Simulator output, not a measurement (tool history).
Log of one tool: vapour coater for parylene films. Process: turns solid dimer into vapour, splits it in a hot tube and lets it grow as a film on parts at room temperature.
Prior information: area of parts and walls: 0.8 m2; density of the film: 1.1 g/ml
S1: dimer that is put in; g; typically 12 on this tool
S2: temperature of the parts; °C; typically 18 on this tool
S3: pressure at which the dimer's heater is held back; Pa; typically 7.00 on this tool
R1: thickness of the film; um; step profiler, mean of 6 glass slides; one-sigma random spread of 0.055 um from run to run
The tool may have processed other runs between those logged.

run   hour  S1  S2     S3     R1
  1    0.0  12  18   7.00   8.87
  2   14.4  12  14   7.00  10.67
  3   23.7  12  18   5.62   9.25
  4   34.9  12  18   7.00   8.83
  5   42.2  12  18   7.00   8.80
  6   50.8  12  18   7.00   8.95
  7   63.5  12  18   7.00   8.74
  8   73.2  12  18   7.00   8.79
  9   85.7  12  18   7.00   8.77
 10   98.3  12  18   7.00   8.76
 11  111.7  18  18   7.00  13.13
 12  123.0  18  18   7.00  13.02
 13  129.7  10  25   2.76   6.42
 14  138.8   7  11   7.38   6.92
 15  145.6   7  10   2.40   7.39
 16  158.6  12  18   8.69   8.23
 17  174.8   8  10   4.01   8.28
 18  184.6   9  18   2.31   8.45
 19  196.3   5  23  10.35   2.61
 20  208.0  11  25   3.97   6.52
 21  223.4  17  17   3.97  14.32
 22  236.7  17  17   3.97  14.47
 23  244.0   7  17   3.97   5.98
 24  255.2   7  17   3.97   5.93

5 options for the next run, each taken on its own from the tool as it stands now. Forecast them:
  A  263.8   7  17  2.19   ?
  B  263.8  12  10  7.00   ?
  C  263.8   7  12  7.10   ?
  D  263.8   7  26  2.76   ?
  E  263.8   8  16  2.63   ?

run     R1
  A   6.84
  B  12.22
  C   6.54
  D   4.26
  E   7.89
Stripped of hidden state, with their random variation kept, the same runs would have yielded:
run     R1
  A   7.25
  B  12.96
  C   6.93
  D   4.52
  E   8.37
